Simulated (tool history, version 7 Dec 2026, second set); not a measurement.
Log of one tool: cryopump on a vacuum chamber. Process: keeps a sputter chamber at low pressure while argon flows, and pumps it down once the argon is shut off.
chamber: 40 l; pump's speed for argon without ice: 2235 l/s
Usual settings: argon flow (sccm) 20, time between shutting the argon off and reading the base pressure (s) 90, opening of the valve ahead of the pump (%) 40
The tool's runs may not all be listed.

run	hour	argon flow (sccm)	time between shutting the argon off and reading the base pressure (s)	opening of the valve ahead of the pump (%)	pressure while argon flows (Pa)	pressure after the wait (uPa)
1	0.0	20	90	40	0.0372	1.34
2	17.2	20	90	40	0.0377	1.35
3	30.7	20	74	40	0.0386	1.43
4	52.0	20	74	40	0.0381	1.44
5	65.9	25	90	40	0.0481	1.40
6	83.4	25	90	40	0.0485	1.41
7	99.2	25	90	40	0.0464	1.42
8	112.4	20	90	40	0.0384	1.37
9	129.1	29	90	40	0.0564	1.44
10	150.5	20	90	40	0.0390	1.44
11	167.9	20	90	40	0.0389	1.46
12	182.5	20	30	40	0.0397	2.27
13	197.3	20	30	40	0.0394	2.21
14	208.3	20	89	40	0.0384	1.51
15	230.3	20	89	40	0.0391	1.51
16	246.7	11	68	15	0.0562	1.60
17	267.0	16	55	49	0.0254	1.77
18	287.3	16	55	49	0.0264	1.78
19	300.8	16	114	35	0.0370	1.43
20	323.7	33	157	50	0.0544	1.41
21	346.6	35	133	41	0.0682	1.49
22	366.1	14	50	32	0.0348	1.89
23	375.7	25	252	18	0.1086	1.41
24	393.6	25	252	18	0.1085	1.44
25	409.8	9	81	18	0.0399	1.73
26	429.2	9	37	50	0.0147	2.22
27	451.6	9	37	50	0.0146	2.22
28	469.0	37	275	38	0.0791	1.47

Forecast each of these 5 alternatives for the next run:
A	488.7	20	90	27	?	?
B	488.7	37	275	43	?	?
C	488.7	37	51	41	?	?
D	488.7	37	28	17	?	?
E	488.7	19	31	40	?	?

run	pressure while argon flows (Pa)	pressure after the wait (uPa)
A	0.0590	1.72
B	0.0714	1.45
C	0.0740	1.99
D	0.1692	2.56
E	0.0391	2.46
Without the tool's hidden state the same runs would have given:
run	pressure while argon flows (Pa)	pressure after the wait (uPa)
A	0.0558	0.49
B	0.0655	0.24
C	0.0680	0.78
D	0.1633	1.36
E	0.0360	1.26
